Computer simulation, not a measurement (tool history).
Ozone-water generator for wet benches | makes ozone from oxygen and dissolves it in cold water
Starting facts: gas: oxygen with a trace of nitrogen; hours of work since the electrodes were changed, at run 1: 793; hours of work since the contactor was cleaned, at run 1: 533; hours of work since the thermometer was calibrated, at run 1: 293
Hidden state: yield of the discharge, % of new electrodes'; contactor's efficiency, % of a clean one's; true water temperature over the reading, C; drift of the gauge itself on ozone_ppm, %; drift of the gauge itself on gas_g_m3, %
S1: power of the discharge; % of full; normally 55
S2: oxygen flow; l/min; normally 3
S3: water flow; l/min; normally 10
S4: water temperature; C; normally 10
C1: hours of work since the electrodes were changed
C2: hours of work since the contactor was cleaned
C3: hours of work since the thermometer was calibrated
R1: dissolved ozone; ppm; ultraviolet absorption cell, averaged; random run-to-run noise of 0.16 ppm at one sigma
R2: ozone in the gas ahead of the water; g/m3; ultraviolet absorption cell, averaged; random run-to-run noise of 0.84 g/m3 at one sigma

run,hour,S1,S2,S3,S4,C1,C2,C3,R1,R2
1,0,55,3,10,10,793,533,293,19.9,133.4
2,31.7,55,3,10,10,819,559,318,19.9,133.4
3,53.7,55,3,10,10,837,577,336,20,134
4,81,55,3,10,10,860,600,359,20,134.5
5,113.4,55,3,10,10,886,626,385,19.8,131.7
6,148.6,55,3,10,10,915,655,414,19.8,133.4
7,167.3,55,3,10,10,930,670,429,19.6,131.8
8,196,55,3,10,10,954,694,453,19.6,132.3
9,224.3,55,3,10,10,977,717,476,19.9,133.6
10,246.3,55,3,10,14,995,735,494,18.7,131.8
11,286,55,1.67,10,14,1027,767,527,19.1,193.7
12,315.8,57,3,10,10,1052,792,551,20,135.1
13,342.1,44,3,7,12,1073,813,572,20.6,112
14,365.6,80,1.63,7,10,1092,833,592,35.5,261.8
15,395.5,55,3,12,15,1117,857,616,15.9,131.2
16,432.2,63,3,12,11,1147,887,646,18.7,147.2
17,472.4,63,2.15,12,10,1180,920,679,18.8,181
18,508.3,85,2.07,12,10,1209,949,708,23.4,231.4

Below, some changes in R1 between adjacent runs. For each, the amount present without the hidden state too (settings, incoming material, random variation) and the amount remaining for the hidden state with gauge scatter not shared by both compared results:
Run 13 -> 14: S1 44 -> 80, S2 3 -> 1.63, S4 12 -> 10. R1 +14.9 ppm: hidden state -1.1, all else +16.
Run 14 -> 15: S1 80 -> 55, S2 1.63 -> 3, S3 7 -> 12, S4 10 -> 15. R1 -19.6 ppm: hidden state +1, all else -20.6.

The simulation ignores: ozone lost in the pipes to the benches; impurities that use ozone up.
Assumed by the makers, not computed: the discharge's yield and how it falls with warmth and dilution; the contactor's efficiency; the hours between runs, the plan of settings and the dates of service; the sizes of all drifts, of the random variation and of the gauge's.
